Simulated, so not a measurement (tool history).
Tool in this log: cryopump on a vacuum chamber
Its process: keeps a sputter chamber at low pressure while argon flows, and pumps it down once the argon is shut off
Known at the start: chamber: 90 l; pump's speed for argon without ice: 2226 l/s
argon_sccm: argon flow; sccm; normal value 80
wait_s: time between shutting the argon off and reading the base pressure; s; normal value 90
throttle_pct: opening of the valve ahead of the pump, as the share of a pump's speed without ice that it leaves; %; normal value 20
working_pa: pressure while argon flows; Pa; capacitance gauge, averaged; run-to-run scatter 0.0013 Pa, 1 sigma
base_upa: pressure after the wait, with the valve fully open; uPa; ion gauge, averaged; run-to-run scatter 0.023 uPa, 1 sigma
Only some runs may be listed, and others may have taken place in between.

run 1 day=0 | argon_sccm=80 wait_s=90 throttle_pct=20 | working_pa=0.3042 base_upa=1.7
run 2 day=0.654 | argon_sccm=80 wait_s=90 throttle_pct=20 | working_pa=0.3055 base_upa=1.77
run 3 day=1.038 | argon_sccm=80 wait_s=61 throttle_pct=20 | working_pa=0.306 base_upa=1.97
run 4 day=1.867 | argon_sccm=127 wait_s=90 throttle_pct=20 | working_pa=0.4847 base_upa=1.73
run 5 day=2.725 | argon_sccm=127 wait_s=90 throttle_pct=20 | working_pa=0.4848 base_upa=1.74
run 6 day=3.133 | argon_sccm=127 wait_s=90 throttle_pct=20 | working_pa=0.4851 base_upa=1.83
run 7 day=3.992 | argon_sccm=80 wait_s=90 throttle_pct=16 | working_pa=0.38 base_upa=1.8
run 8 day=4.388 | argon_sccm=103 wait_s=158 throttle_pct=25 | working_pa=0.3181 base_upa=1.54
run 9 day=4.904 | argon_sccm=63 wait_s=31 throttle_pct=20 | working_pa=0.2407 base_upa=2.92

Forecast run 10:
run 10 day=5.583 | argon_sccm=63 wait_s=31 throttle_pct=20 | working_pa=? base_upa=?

Run 10 produced working_pa 0.242 Pa, base_upa 2.89 uPa.
Minus the tool's unlogged condition, the same run would have read working_pa 0.2396 Pa, base_upa 1.85 uPa.

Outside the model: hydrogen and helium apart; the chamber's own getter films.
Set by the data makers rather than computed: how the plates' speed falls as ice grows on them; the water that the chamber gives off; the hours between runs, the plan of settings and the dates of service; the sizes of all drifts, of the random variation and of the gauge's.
